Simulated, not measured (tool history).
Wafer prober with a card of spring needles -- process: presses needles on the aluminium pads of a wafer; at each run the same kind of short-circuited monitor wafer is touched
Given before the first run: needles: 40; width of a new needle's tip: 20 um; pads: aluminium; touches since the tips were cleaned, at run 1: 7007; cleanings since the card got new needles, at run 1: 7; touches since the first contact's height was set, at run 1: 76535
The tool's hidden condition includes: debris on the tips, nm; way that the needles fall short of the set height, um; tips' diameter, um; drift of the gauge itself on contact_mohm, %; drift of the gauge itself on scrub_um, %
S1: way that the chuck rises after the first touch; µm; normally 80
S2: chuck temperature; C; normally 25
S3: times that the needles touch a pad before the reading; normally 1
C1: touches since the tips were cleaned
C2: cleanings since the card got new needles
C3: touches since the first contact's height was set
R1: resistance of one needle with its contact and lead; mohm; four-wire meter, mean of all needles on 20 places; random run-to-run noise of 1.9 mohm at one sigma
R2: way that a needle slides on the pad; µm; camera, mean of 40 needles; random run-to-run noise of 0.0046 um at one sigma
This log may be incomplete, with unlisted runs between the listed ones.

run 1 hour=0.0 | S1=80 S2=25 S3=1 | C1=7007 C2=7 C3=76535 | R1=242 R2=12.234
-- hour=5.3 tips cleaned on abrasive film
run 2 hour=8.3 | S1=80 S2=25 S3=1 | C1=907 C2=8 C3=79008 | R1=215 R2=12.232
run 3 hour=19.8 | S1=80 S2=25 S3=1 | C1=4381 C2=8 C3=82482 | R1=243 R2=12.223
run 4 hour=29.8 | S1=80 S2=27 S3=1 | C1=7396 C2=8 C3=85497 | R1=240 R2=12.222
-- hour=33.0 tips cleaned on abrasive film
run 5 hour=39.2 | S1=80 S2=27 S3=1 | C1=1884 C2=9 C3=88314 | R1=226 R2=12.206
-- hour=41.7 height of the first contact set anew
run 6 hour=49.1 | S1=80 S2=27 S3=1 | C1=4795 C2=9 C3=2261 | R1=239 R2=12.190
run 7 hour=59.3 | S1=80 S2=27 S3=1 | C1=7867 C2=9 C3=5333 | R1=246 R2=12.187
-- hour=61.2 tips cleaned on abrasive film
run 8 hour=67.2 | S1=80 S2=46 S3=1 | C1=1811 C2=10 C3=7679 | R1=230 R2=12.181
run 9 hour=73.8 | S1=80 S2=25 S3=1 | C1=3815 C2=10 C3=9683 | R1=236 R2=12.186
run 10 hour=82.4 | S1=80 S2=25 S3=1 | C1=6403 C2=10 C3=12271 | R1=244 R2=12.180
-- hour=89.3 tips cleaned on abrasive film
run 11 hour=92.6 | S1=80 S2=68 S3=2 | C1=1009 C2=11 C3=15331 | R1=221 R2=12.179
run 12 hour=98.4 | S1=80 S2=68 S3=2 | C1=2747 C2=11 C3=17069 | R1=234 R2=12.176
run 13 hour=104.3 | S1=80 S2=68 S3=2 | C1=4550 C2=11 C3=18872 | R1=237 R2=12.177
-- hour=115.3 height of the first contact set anew, once more
run 14 hour=115.3 | S1=93 S2=25 S3=2 | C1=7763 C2=11 C3=0 | R1=224 R2=14.292

Forecast run 15:
-- hour=117.8 tips cleaned on abrasive film
run 15 hour=123.7 | S1=88 S2=40 S3=1 | C1=1777 C2=12 C3=2519 | R1=? R2=?

Run 15 gave R1 224 mohm, R2 13.517 µm.
With the hidden condition absent and the run-to-run variation left alone, this run would have shown R1 206 mohm, R2 13.527 µm.
